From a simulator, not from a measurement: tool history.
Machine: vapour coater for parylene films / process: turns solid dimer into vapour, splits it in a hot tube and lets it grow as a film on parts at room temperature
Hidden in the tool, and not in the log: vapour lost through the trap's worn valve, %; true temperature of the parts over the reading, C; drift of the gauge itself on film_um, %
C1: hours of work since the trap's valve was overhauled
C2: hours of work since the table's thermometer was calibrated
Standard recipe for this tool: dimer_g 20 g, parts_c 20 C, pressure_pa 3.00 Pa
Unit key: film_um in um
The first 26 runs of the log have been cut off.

{"run": 27, "hour": 689.1, "dimer_g": 8, "parts_c": 16, "pressure_pa": 3.49, "C1": 359, "C2": 993, "film_um": 2.15}
{"run": 28, "hour": 705.1, "dimer_g": 23, "parts_c": 16, "pressure_pa": 7.48, "C1": 367, "C2": 1001, "film_um": 5.83}
{"run": 29, "hour": 726.3, "dimer_g": 20, "parts_c": 26, "pressure_pa": 3.74, "C1": 377, "C2": 1011, "film_um": 4.1}
{"run": 30, "hour": 754.4, "dimer_g": 18, "parts_c": 19, "pressure_pa": 6.35, "C1": 391, "C2": 1025, "film_um": 4.26}
{"run": 31, "hour": 783.8, "dimer_g": 20, "parts_c": 30, "pressure_pa": 3.0, "C1": 405, "C2": 1040, "film_um": 3.7}
{"hour": 817.1, "done": "trap's valve overhauled"}
{"run": 32, "hour": 821.3, "dimer_g": 12, "parts_c": 15, "pressure_pa": 2.09, "C1": 2, "C2": 1056, "film_um": 3.37}
{"run": 33, "hour": 851.8, "dimer_g": 20, "parts_c": 24, "pressure_pa": 2.07, "C1": 17, "C2": 1071, "film_um": 4.45}
{"run": 34, "hour": 870.7, "dimer_g": 20, "parts_c": 24, "pressure_pa": 2.07, "C1": 26, "C2": 1080, "film_um": 4.49}
{"run": 35, "hour": 905.5, "dimer_g": 21, "parts_c": 27, "pressure_pa": 8.21, "C1": 43, "C2": 1097, "film_um": 3.96}
{"run": 36, "hour": 934.6, "dimer_g": 14, "parts_c": 25, "pressure_pa": 2.59, "C1": 58, "C2": 1112, "film_um": 3.05}
{"run": 37, "hour": 959.4, "dimer_g": 20, "parts_c": 20, "pressure_pa": 8.56, "C1": 70, "C2": 1124, "film_um": 4.53}
{"run": 38, "hour": 975.0, "dimer_g": 12, "parts_c": 20, "pressure_pa": 8.81, "C1": 78, "C2": 1131, "film_um": 2.73}
{"run": 39, "hour": 999.6, "dimer_g": 20, "parts_c": 13, "pressure_pa": 3.62, "C1": 90, "C2": 1144, "film_um": 5.67}
{"run": 40, "hour": 1025.3, "dimer_g": 20, "parts_c": 23, "pressure_pa": 3.0, "C1": 102, "C2": 1156, "film_um": 4.53}
{"run": 41, "hour": 1045.8, "dimer_g": 20, "parts_c": 23, "pressure_pa": 3.0, "C1": 112, "C2": 1166, "film_um": 4.47}
{"run": 42, "hour": 1069.2, "dimer_g": 33, "parts_c": 27, "pressure_pa": 4.27, "C1": 124, "C2": 1178, "film_um": 6.5}
{"run": 43, "hour": 1089.8, "dimer_g": 33, "parts_c": 27, "pressure_pa": 4.27, "C1": 134, "C2": 1188, "film_um": 6.52}
{"run": 44, "hour": 1112.5, "dimer_g": 19, "parts_c": 13, "pressure_pa": 4.27, "C1": 145, "C2": 1199, "film_um": 5.32}
{"run": 45, "hour": 1143.5, "dimer_g": 11, "parts_c": 23, "pressure_pa": 3.0, "C1": 160, "C2": 1214, "film_um": 2.44}
{"run": 46, "hour": 1168.6, "dimer_g": 11, "parts_c": 32, "pressure_pa": 3.28, "C1": 173, "C2": 1227, "film_um": 1.95}

Consider 3 possible next runs. They are alternatives, not a sequence: every one starts from the tool as it was left by run 46. What does each give?
{"run": "A", "hour": 1188.5, "dimer_g": 20, "parts_c": 20, "pressure_pa": 7.75, "C1": 182, "C2": 1236, "film_um": "?"}
{"run": "B", "hour": 1188.5, "dimer_g": 26, "parts_c": 20, "pressure_pa": 3.0, "C1": 182, "C2": 1236, "film_um": "?"}
{"run": "C", "hour": 1188.5, "dimer_g": 15, "parts_c": 32, "pressure_pa": 6.06, "C1": 182, "C2": 1236, "film_um": "?"}

run=A film_um=4.65
run=B film_um=6.37
run=C film_um=2.60
Without the tool's unlogged condition, the same runs would have read:
run=A film_um=4.66
run=B film_um=6.38
run=C film_um=2.61

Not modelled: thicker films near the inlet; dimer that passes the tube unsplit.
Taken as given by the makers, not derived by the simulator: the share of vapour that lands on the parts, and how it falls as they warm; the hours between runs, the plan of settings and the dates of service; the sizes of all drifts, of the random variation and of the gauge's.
